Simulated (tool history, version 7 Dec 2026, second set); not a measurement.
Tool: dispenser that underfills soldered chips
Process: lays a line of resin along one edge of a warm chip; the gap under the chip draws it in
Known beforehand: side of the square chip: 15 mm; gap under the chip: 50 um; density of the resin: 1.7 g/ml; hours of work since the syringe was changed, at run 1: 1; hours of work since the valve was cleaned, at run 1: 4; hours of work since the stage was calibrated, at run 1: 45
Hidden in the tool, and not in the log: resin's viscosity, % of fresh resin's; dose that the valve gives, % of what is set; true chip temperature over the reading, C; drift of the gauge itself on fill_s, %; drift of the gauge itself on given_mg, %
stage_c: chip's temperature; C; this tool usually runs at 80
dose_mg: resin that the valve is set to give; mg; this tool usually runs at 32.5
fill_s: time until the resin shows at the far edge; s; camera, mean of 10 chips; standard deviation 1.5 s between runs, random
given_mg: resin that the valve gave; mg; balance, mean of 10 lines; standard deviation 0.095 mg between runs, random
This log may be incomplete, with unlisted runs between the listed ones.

run	day	stage_c	dose_mg	hours of work since the syringe was changed	hours of work since the valve was cleaned	hours of work since the stage was calibrated	fill_s	given_mg
1	0.000	80	32.5	1	4	45	153.0	32.66
2	0.138	80	32.5	3	6	47	187.9	32.60
3	0.250	80	32.5	5	8	49	210.9	32.63
# day 0.325: new syringe of resin
4	0.454	80	36.6	2	11	52	169.4	36.55
# day 0.688: new syringe of resin
5	0.700	80	41.9	0	14	56	155.3	41.76
6	0.904	80	29.0	4	18	59	195.0	28.91
# day 1.054: new syringe of resin
7	1.104	80	29.0	1	21	62	154.7	28.84
8	1.238	80	29.0	3	23	64	181.0	28.81
# day 1.412: new syringe of resin
9	1.438	80	29.0	0	26	67	154.2	28.71
10	1.675	80	29.0	4	30	71	207.8	28.71
# day 1.767: new syringe of resin
11	1.917	80	29.0	2	34	75	183.6	28.73
# day 2.125: new syringe of resin
12	2.125	80	29.0	0	37	78	151.1	28.82
13	2.304	80	31.4	3	40	81	189.3	31.05
# day 2.488: new syringe of resin
14	2.550	80	31.4	1	43	85	163.8	31.00
15	2.683	80	31.4	3	46	87	188.2	30.96
16	2.808	80	32.5	5	48	89	219.0	32.04
# day 2.850: new syringe of resin
17	3.000	80	32.5	2	50	92	179.8	31.81
18	3.167	89	32.5	5	53	94	151.0	31.72
# day 3.221: new syringe of resin
19	3.392	94	35.5	3	57	98	101.9	34.78
20	3.533	66	27.9	5	59	100	424.7	27.33
# day 3.588: new syringe of resin
21	3.721	93	32.4	2	62	103	102.4	31.85
22	3.850	80	40.8	4	64	105	210.5	40.07
# day 3.954: new syringe of resin
23	3.962	80	36.4	0	65	107	152.9	35.62
24	4.171	80	36.4	3	69	110	198.2	35.47
25	4.292	80	36.4	5	71	112	223.8	35.81
# day 4.321: new syringe of resin
26	4.529	89	36.1	3	74	116	133.4	35.29
# day 4.683: new syringe of resin
27	4.754	80	40.8	1	78	119	165.9	39.81
28	4.933	84	40.8	4	81	122	177.2	39.57
# day 5.050: new syringe of resin
29	5.100	80	33.5	1	83	125	159.4	32.66
30	5.279	92	28.2	4	86	127	122.5	27.46
# day 5.408: new syringe of resin
31	5.412	92	28.2	0	88	129	95.5	27.23
32	5.554	92	31.2	2	90	132	110.4	30.25
# day 5.767: new syringe of resin
33	5.788	82	37.9	0	94	135	142.2	36.69
# day 5.892: dispensing valve cleaned and set on the balance
34	5.996	82	37.9	3	2	138	174.7	37.89

Each row is a separate what-if for the run after 34, all from the same tool condition, not one after another. Results?
# day 6.171: new syringe of resin
A	6.171	67	29.0	0	4	141	?	?
# day 6.171: new syringe of resin
B	6.171	76	37.9	0	4	141	?	?
# day 6.171: new syringe of resin
C	6.171	78	35.9	0	4	141	?	?
# day 6.171: new syringe of resin
D	6.171	81	32.3	0	4	141	?	?

run	fill_s	given_mg
A	287.6	28.91
B	181.7	37.76
C	169.4	35.86
D	150.8	32.40
Stripped of hidden state, with their random variation kept, the same runs would have yielded:
run	fill_s	given_mg
A	274.9	28.95
B	174.0	37.81
C	162.3	35.91
D	144.5	32.45

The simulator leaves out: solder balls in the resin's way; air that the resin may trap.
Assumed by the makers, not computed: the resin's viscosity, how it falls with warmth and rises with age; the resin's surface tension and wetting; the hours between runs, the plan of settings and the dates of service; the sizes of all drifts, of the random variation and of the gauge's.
